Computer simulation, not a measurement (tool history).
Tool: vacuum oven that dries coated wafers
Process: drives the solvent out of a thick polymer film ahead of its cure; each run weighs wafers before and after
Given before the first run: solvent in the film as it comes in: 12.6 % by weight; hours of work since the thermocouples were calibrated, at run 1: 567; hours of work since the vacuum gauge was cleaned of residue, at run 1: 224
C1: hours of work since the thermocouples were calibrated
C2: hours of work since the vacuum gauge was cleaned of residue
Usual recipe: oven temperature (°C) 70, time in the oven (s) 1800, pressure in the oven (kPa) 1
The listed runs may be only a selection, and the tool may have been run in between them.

Run 1, day 0: usual settings; C1 567; C2 224. Result: solvent left in the film (%) 2.2.
Run 2, day 0.612: usual settings; C1 575; C2 232. Result: solvent left in the film (%) 2.18.
Run 3, day 0.962: usual settings; C1 580; C2 237. Result: solvent left in the film (%) 2.2.
Run 4, day 1.275: usual settings; C1 584; C2 241. Result: solvent left in the film (%) 2.2.
Run 5, day 1.662: usual settings; C1 589; C2 246. Result: solvent left in the film (%) 2.17.
Run 6, day 2.117: usual settings; C1 594; C2 252. Result: solvent left in the film (%) 2.18.
Run 7, day 2.604: usual settings; C1 601; C2 258. Result: solvent left in the film (%) 2.17.
Run 8, day 3.158: usual settings but pressure in the oven (kPa) 0.61; C1 608; C2 265. Result: solvent left in the film (%) 1.98.
Run 9, day 3.779: usual settings but pressure in the oven (kPa) 0.61; C1 616; C2 273. Result: solvent left in the film (%) 1.97.
Run 10, day 4.367: usual settings but time in the oven (s) 3000, pressure in the oven (kPa) 0.61; C1 623; C2 281. Result: solvent left in the film (%) 0.88.
Run 11, day 4.854: usual settings but time in the oven (s) 3000, pressure in the oven (kPa) 0.61; C1 630; C2 287. Result: solvent left in the film (%) 0.87.
Run 12, day 5.142: usual settings but time in the oven (s) 3000, pressure in the oven (kPa) 0.61; C1 633; C2 290. Result: solvent left in the film (%) 0.87.
Run 13, day 5.4: usual settings but oven temperature (°C) 71; C1 637; C2 294. Result: solvent left in the film (%) 2.05.
Run 14, day 5.942: usual settings but oven temperature (°C) 71; C1 644; C2 301. Result: solvent left in the film (%) 2.03.
At day 6.042: vacuum gauge cleaned of residue and calibrated.
Run 15, day 6.4: usual settings but pressure in the oven (kPa) 3.7; C1 649; C2 5. Result: solvent left in the film (%) 3.68.
Run 16, day 6.846: usual settings but oven temperature (°C) 62, time in the oven (s) 2040, pressure in the oven (kPa) 0.65; C1 654; C2 10. Result: solvent left in the film (%) 2.85.
Run 17, day 7.304: usual settings but oven temperature (°C) 61, time in the oven (s) 1680, pressure in the oven (kPa) 0.65; C1 660; C2 16. Result: solvent left in the film (%) 3.69.
Run 18, day 7.592: usual settings but oven temperature (°C) 75, time in the oven (s) 2460, pressure in the oven (kPa) 2.31; C1 664; C2 20. Result: solvent left in the film (%) 1.62.
At day 7.704: vacuum gauge cleaned of residue and calibrated, once more.
Run 19, day 7.988: usual settings but oven temperature (°C) 75, time in the oven (s) 2460, pressure in the oven (kPa) 2.31; C1 668; C2 4. Result: solvent left in the film (%) 1.58.
Run 20, day 8.588: usual settings but oven temperature (°C) 65, time in the oven (s) 1680; C1 676; C2 11. Result: solvent left in the film (%) 3.18.
Run 21, day 8.996: usual settings but oven temperature (°C) 73, time in the oven (s) 1680; C1 681; C2 17. Result: solvent left in the film (%) 1.91.
Run 22, day 9.612: usual settings but oven temperature (°C) 60, time in the oven (s) 1500, pressure in the oven (kPa) 1.3; C1 689; C2 25. Result: solvent left in the film (%) 4.66.
Run 23, day 10.029: usual settings but oven temperature (°C) 60, time in the oven (s) 1500, pressure in the oven (kPa) 1.3; C1 694; C2 30. Result: solvent left in the film (%) 4.65.
Run 24, day 10.475: usual settings but oven temperature (°C) 82, time in the oven (s) 1020, pressure in the oven (kPa) 3.07; C1 700; C2 36. Result: solvent left in the film (%) 2.86.
Run 25, day 10.817: usual settings but time in the oven (s) 960, pressure in the oven (kPa) 1.67; C1 705; C2 40. Result: solvent left in the film (%) 4.52.
Run 26, day 11.392: usual settings but oven temperature (°C) 80, time in the oven (s) 2940, pressure in the oven (kPa) 1.67; C1 712; C2 47. Result: solvent left in the film (%) 0.8.
Run 27, day 11.783: usual settings but time in the oven (s) 1200, pressure in the oven (kPa) 1.83; C1 717; C2 52. Result: solvent left in the film (%) 3.83.
Run 28, day 12.271: usual settings but time in the oven (s) 1200, pressure in the oven (kPa) 1.83; C1 723; C2 59. Result: solvent left in the film (%) 3.84.
Run 29, day 12.654: usual settings but time in the oven (s) 1500, pressure in the oven (kPa) 0.75; C1 728; C2 64. Result: solvent left in the film (%) 2.57.

Below are 4 alternative next runs, each starting from the tool's condition after run 29. Predict each:
Run A, day 13.138: usual settings but time in the oven (s) 1500, pressure in the oven (kPa) 3.1; C1 734; C2 70. Result: solvent left in the film (%) ?.
Run B, day 13.138: usual settings but oven temperature (°C) 77, time in the oven (s) 2220, pressure in the oven (kPa) 1.75; C1 734; C2 70. Result: solvent left in the film (%) ?.
Run C, day 13.138: usual settings but time in the oven (s) 1500, pressure in the oven (kPa) 0.81; C1 734; C2 70. Result: solvent left in the film (%) ?.
Run D, day 13.138: usual settings but oven temperature (°C) 73; C1 734; C2 70. Result: solvent left in the film (%) ?.

run  solvent left in the film (%)
  A                          3.81
  B                          1.27
  C                          2.56
  D                          1.75
Take away the tool's hidden state, keep each run's random variation, and the runs would have read:
run  solvent left in the film (%)
  A                          4.03
  B                          1.38
  C                          2.74
  D                          1.89
